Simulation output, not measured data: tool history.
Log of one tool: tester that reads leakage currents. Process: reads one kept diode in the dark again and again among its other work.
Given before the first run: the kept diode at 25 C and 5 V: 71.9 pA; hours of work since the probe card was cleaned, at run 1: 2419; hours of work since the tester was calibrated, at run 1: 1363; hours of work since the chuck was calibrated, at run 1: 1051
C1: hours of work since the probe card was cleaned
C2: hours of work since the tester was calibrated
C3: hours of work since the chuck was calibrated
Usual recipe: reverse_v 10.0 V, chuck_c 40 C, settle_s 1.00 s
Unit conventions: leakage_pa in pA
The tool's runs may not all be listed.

Run 1, hour 0.0: usual settings; C1 2419; C2 1363; C3 1051. Result: leakage_pa 314.18 pA.
Run 2, hour 42.8: usual settings; C1 2442; C2 1385; C3 1074. Result: leakage_pa 315.20 pA.
Run 3, hour 109.3: usual settings but settle_s 1.10 s; C1 2476; C2 1420; C3 1108. Result: leakage_pa 315.70 pA.
Run 4, hour 207.6: usual settings; C1 2528; C2 1471; C3 1160. Result: leakage_pa 314.89 pA.
Run 5, hour 280.6: usual settings but reverse_v 9.3 V; C1 2566; C2 1510; C3 1198. Result: leakage_pa 304.95 pA.
Run 6, hour 324.6: usual settings but reverse_v 9.3 V; C1 2589; C2 1533; C3 1221. Result: leakage_pa 306.94 pA.
Run 7, hour 396.5: usual settings but chuck_c 29 C; C1 2626; C2 1570; C3 1258. Result: leakage_pa 159.04 pA.
Run 8, hour 478.0: usual settings but chuck_c 29 C, settle_s 0.65 s; C1 2669; C2 1613; C3 1301. Result: leakage_pa 162.71 pA.
Run 9, hour 552.5: usual settings but reverse_v 6.9 V; C1 2708; C2 1652; C3 1340. Result: leakage_pa 267.18 pA.
Run 10, hour 638.7: usual settings but chuck_c 46 C; C1 2753; C2 1697; C3 1385. Result: leakage_pa 464.00 pA.
Run 11, hour 705.5: usual settings; C1 2788; C2 1732; C3 1420. Result: leakage_pa 320.87 pA.
Run 12, hour 770.3: usual settings; C1 2822; C2 1766; C3 1454. Result: leakage_pa 322.36 pA.
Run 13, hour 852.8: usual settings; C1 2865; C2 1809; C3 1497. Result: leakage_pa 323.63 pA.
Run 14, hour 949.6: usual settings but reverse_v 11.2 V; C1 2916; C2 1859; C3 1548. Result: leakage_pa 342.59 pA.
Run 15, hour 1039.4: usual settings; C1 2963; C2 1906; C3 1595. Result: leakage_pa 325.16 pA.
Run 16, hour 1125.9: usual settings; C1 3008; C2 1952; C3 1640. Result: leakage_pa 325.82 pA.
Run 17, hour 1195.8: usual settings; C1 3044; C2 1988; C3 1676. Result: leakage_pa 327.09 pA.
Run 18, hour 1274.4: usual settings; C1 3086; C2 2029; C3 1718. Result: leakage_pa 328.39 pA.
Run 19, hour 1357.1: usual settings; C1 3129; C2 2072; C3 1761. Result: leakage_pa 328.03 pA.
Run 20, hour 1447.6: usual settings; C1 3176; C2 2120; C3 1808. Result: leakage_pa 328.81 pA.

What does the tool deliver on the next run?
Run 21, hour 1533.8: usual settings but reverse_v 1.9 V, chuck_c 52 C, settle_s 6.17 s; C1 3221; C2 2165; C3 1853. Result: leakage_pa ?.

leakage_pa: 312.96 pA
Were there no unlogged condition in the tool, this run, its random variation unchanged, would have produced leakage_pa 278.30 pA.
